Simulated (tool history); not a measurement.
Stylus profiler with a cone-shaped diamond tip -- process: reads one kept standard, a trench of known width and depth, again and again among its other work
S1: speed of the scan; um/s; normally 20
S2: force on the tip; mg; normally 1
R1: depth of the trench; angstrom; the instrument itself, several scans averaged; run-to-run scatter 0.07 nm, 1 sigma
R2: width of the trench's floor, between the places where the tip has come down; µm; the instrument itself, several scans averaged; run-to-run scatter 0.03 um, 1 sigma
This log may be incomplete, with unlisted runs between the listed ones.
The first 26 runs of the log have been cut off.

run 27 hour=560.4 | S1=41 S2=1.22 | R1=1006.3 R2=18.04
run 28 hour=589.6 | S1=6 S2=1.44 | R1=1009.1 R2=18.27
run 29 hour=610.5 | S1=6 S2=1.44 | R1=1008.8 R2=18.25
run 30 hour=632.2 | S1=15 S2=0.37 | R1=1005.1 R2=18.09
run 31 hour=657.5 | S1=15 S2=0.37 | R1=1005.7 R2=18.14
run 32 hour=671.1 | S1=38 S2=2.35 | R1=1011.6 R2=18.1
run 33 hour=700.7 | S1=9 S2=0.47 | R1=1005.4 R2=18.22
run 34 hour=725.1 | S1=25 S2=1.52 | R1=1008.9 R2=18.14
run 35 hour=746.7 | S1=12 S2=1.02 | R1=1007.3 R2=18.23
run 36 hour=763.9 | S1=12 S2=1.02 | R1=1007.2 R2=18.16
run 37 hour=778.1 | S1=32 S2=1.64 | R1=1009.1 R2=18.12
run 38 hour=801 | S1=9 S2=0.99 | R1=1007 R2=18.18
run 39 hour=819.3 | S1=14 S2=2.03 | R1=1011.2 R2=18.2
run 40 hour=836.8 | S1=9 S2=1.67 | R1=1009.8 R2=18.23
run 41 hour=858 | S1=9 S2=1.67 | R1=1009.6 R2=18.19
run 42 hour=873.8 | S1=64 S2=0.38 | R1=1005.2 R2=17.52
run 43 hour=886.4 | S1=11 S2=0.83 | R1=1007.7 R2=18.15
run 44 hour=900.2 | S1=7 S2=2.15 | R1=1010.8 R2=18.18
run 45 hour=927.9 | S1=7 S2=2.15 | R1=1012.5 R2=18.1
run 46 hour=953.2 | S1=7 S2=2.15 | R1=1012 R2=18.21

Branching from run 46: 5 alternative next runs. What would each branch give?
run A hour=981.1 | S1=76 S2=1.26 | R1=? R2=?
run B hour=981.1 | S1=11 S2=1 | R1=? R2=?
run C hour=981.1 | S1=18 S2=2.15 | R1=? R2=?
run D hour=981.1 | S1=11 S2=1.55 | R1=? R2=?
run E hour=981.1 | S1=55 S2=1.97 | R1=? R2=?

run=A R1=1008 R2=17.74
run=B R1=1007.4 R2=18.08
run=C R1=1011.3 R2=18.06
run=D R1=1009.2 R2=18.1
run=E R1=1011.3 R2=17.94
Without the tool's unlogged condition, the same runs would have read:
run=A R1=1005.1 R2=18.31
run=B R1=1004.5 R2=18.64
run=C R1=1008.4 R2=18.63
run=D R1=1006.3 R2=18.67
run=E R1=1008.4 R2=18.5

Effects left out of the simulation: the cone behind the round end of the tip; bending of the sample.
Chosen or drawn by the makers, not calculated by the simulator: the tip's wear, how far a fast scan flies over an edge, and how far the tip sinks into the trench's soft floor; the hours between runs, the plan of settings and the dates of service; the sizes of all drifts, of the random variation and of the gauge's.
